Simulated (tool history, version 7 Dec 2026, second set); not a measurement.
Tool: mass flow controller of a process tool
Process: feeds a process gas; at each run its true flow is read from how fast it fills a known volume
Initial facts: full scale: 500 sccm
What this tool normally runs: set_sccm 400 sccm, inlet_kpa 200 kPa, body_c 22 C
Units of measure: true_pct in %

run,hour,set_sccm,inlet_kpa,body_c,true_pct
1,0.0,400,200,22,94.22
2,65.6,400,200,22,94.05
3,167.5,400,200,22,94.05
4,251.2,400,200,22,94.07
5,358.0,59,200,22,84.58
6,475.8,59,200,22,84.40
7,551.6,59,200,22,84.27
8,625.4,59,200,22,84.17
9,726.9,59,184,22,84.14
10,807.3,59,184,22,84.05
11,880.6,59,184,22,83.86
12,945.3,59,184,22,83.80
13,1031.9,59,184,22,83.78
14,1159.3,59,184,22,83.67
# hour 1206.6: controller exchanged for a calibrated one
15,1287.0,400,200,31,99.75
16,1346.3,400,200,31,99.89
17,1448.7,93,200,31,98.55
18,1507.0,93,200,31,98.49
19,1605.3,93,200,31,98.46
20,1695.3,400,200,22,99.33
21,1757.8,400,200,22,99.36
22,1862.8,400,200,22,99.19
23,1980.9,400,200,22,99.05
24,2070.3,400,200,22,99.10
25,2144.8,400,200,22,99.11
26,2244.0,400,200,22,98.92

Run 27 has not been measured yet. What should we expect?
27,2335.8,400,200,22,?

Run 27 gave true_pct 99.08 %.
If the tool had no hidden condition, the same run with the same run-to-run variation would have returned true_pct 99.71 %.
